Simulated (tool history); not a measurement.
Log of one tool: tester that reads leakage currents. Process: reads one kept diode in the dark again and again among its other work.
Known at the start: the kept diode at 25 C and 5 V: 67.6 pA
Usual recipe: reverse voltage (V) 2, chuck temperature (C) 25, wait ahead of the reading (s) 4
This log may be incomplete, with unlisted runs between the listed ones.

run,hour,reverse voltage (V),chuck temperature (C),wait ahead of the reading (s),current that the tester gives (pA)
1,0,2,25,4,37.07
2,41.5,2,25,4,36.88
3,98.8,2,25,4,36.61
4,140.3,2,25,4,36.67
5,193.4,2,25,4,36.66
6,253.2,2,25,4,36.6
# hour 263.8: probe card cleaned and baked
7,321.7,5,21,4.79,43.84
8,388.1,5,21,4.79,43.77
9,443.6,2,25,1.95,36.6
10,484.7,1.06,25,0.76,25.74
11,538.5,19.71,43,5.91,589.82

Consider 5 possible next runs. They are alternatives, not a sequence: every one starts from the tool as it was left by run 11. What does each give?
A,591.3,14.4,56,0.32,?
B,591.3,1.31,29,5.91,?
C,591.3,1.21,27,5.91,?
D,591.3,1.31,43,4.94,?
E,591.3,19.71,35,5.91,?

run,current that the tester gives (pA)
A,1324.12
B,40.51
C,32.65
D,130.14
E,309.09
Had the tool no hidden state, the same runs would have come out as:
run,current that the tester gives (pA)
A,1490.86
B,46.05
C,37.06
D,148.3
E,341.39
